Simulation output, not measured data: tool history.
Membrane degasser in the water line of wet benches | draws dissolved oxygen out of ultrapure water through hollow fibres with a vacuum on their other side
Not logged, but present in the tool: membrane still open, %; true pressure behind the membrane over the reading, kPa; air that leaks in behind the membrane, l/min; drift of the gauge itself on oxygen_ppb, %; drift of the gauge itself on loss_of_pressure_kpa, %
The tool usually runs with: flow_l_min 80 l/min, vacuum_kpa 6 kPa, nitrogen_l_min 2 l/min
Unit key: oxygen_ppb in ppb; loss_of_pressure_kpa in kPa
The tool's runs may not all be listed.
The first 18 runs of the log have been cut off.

run	hour	flow_l_min	vacuum_kpa	nitrogen_l_min	hours since the membrane was changed	hours since the vacuum gauge was calibrated	hours since the vacuum lines were made tight	oxygen_ppb	loss_of_pressure_kpa
19	1748.5	106	7.3	2	6911	407	4811	408.7	87.75
20	1873.5	92	12.12	2	7036	532	4936	752.4	76.32
21	2015.4	86	6	2.72	7178	674	5078	195.9	71.62
22	2109.7	82	8.6	4.67	7272	768	5172	216.6	68.01
23	2217.7	82	8.6	4.67	7380	876	5280	219.6	68.09
24	2280.6	82	8.6	4.67	7443	939	5343	223.2	68.21
25	2378.5	72	11.46	1.57	7541	1037	5441	693.6	60.1
26	2441.5	72	11.46	1.57	7604	1100	5504	697.6	60.1
27	2526.6	72	11.46	1.57	7689	1185	5589	703.9	59.93
28	2620.3	49	8.68	2	7783	1279	5683	288.2	40.87
29	2693.9	49	8.68	2	7856	1353	5756	289.9	40.96
30	2804.6	48	8.68	2.44	7967	1463	5867	237.4	40.01
31	2937.7	48	8.68	2.44	8100	1596	6000	239.2	40.11

The next listed run, before its measurement:
32	3071.2	48	8.68	2.44	8234	1730	6134	?	?

Run 32 measured oxygen_ppb 242.6 ppb, loss_of_pressure_kpa 39.86 kPa.
Had the tool carried no hidden state, the very same run would have given oxygen_ppb 238.7 ppb, loss_of_pressure_kpa 38.45 kPa.
